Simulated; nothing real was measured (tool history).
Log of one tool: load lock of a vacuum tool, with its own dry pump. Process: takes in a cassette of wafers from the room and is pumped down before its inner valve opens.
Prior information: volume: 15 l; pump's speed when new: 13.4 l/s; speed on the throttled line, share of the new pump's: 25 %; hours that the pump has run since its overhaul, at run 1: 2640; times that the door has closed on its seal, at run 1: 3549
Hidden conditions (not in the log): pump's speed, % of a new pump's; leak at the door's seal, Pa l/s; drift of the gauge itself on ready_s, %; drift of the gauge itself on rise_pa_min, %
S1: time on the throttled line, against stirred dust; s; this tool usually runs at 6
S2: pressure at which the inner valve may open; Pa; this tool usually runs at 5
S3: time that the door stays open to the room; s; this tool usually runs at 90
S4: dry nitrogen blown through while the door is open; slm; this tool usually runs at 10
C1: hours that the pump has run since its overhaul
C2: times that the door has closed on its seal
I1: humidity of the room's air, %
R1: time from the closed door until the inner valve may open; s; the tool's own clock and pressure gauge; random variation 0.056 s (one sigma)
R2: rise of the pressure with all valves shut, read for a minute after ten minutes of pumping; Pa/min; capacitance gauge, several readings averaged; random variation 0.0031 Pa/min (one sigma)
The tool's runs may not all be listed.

run	hour	S1	S2	S3	S4	C1	C2	I1	R1	R2
1	0.0	6	5	90	10	2640	3549	46.6	15.62	0.088
2	53.4	6	5	167	10	2693	3714	49.4	15.59	0.117
3	120.2	6	5	167	10	2760	3920	43.8	15.68	0.115
4	185.4	6	5	80	10	2825	4121	45.2	15.73	0.084
5	258.6	6	5	90	10	2898	4347	42.2	15.73	0.089
6	367.3	6	5	90	10	3007	4683	45.9	15.66	0.096
7	472.9	6	5	90	10	3113	5009	42.5	15.75	0.094
8	526.5	6	5	90	10	3166	5174	44.5	15.71	0.093
9	579.7	4	5	39	10	3219	5339	47.3	14.14	0.072
10	669.2	4	5	39	10	3309	5615	45.0	14.21	0.071
11	745.0	6	5	236	18	3385	5849	46.4	15.69	0.110
12	802.4	10	4	37	22	3442	6026	43.9	18.87	0.055
13	859.7	10	4	37	22	3499	6203	41.4	18.88	0.053
14	975.8	10	5	37	22	3615	6562	45.0	18.74	0.060

What would each run have given without the hidden state, its run-to-run variation left as it was?
run	R1	R2
1	15.67	0.076
2	15.66	0.104
3	15.73	0.101
4	15.78	0.069
5	15.77	0.074
6	15.70	0.079
7	15.79	0.076
8	15.74	0.074
9	14.17	0.053
10	14.24	0.050
11	15.71	0.088
12	18.89	0.032
13	18.90	0.029
14	18.75	0.035

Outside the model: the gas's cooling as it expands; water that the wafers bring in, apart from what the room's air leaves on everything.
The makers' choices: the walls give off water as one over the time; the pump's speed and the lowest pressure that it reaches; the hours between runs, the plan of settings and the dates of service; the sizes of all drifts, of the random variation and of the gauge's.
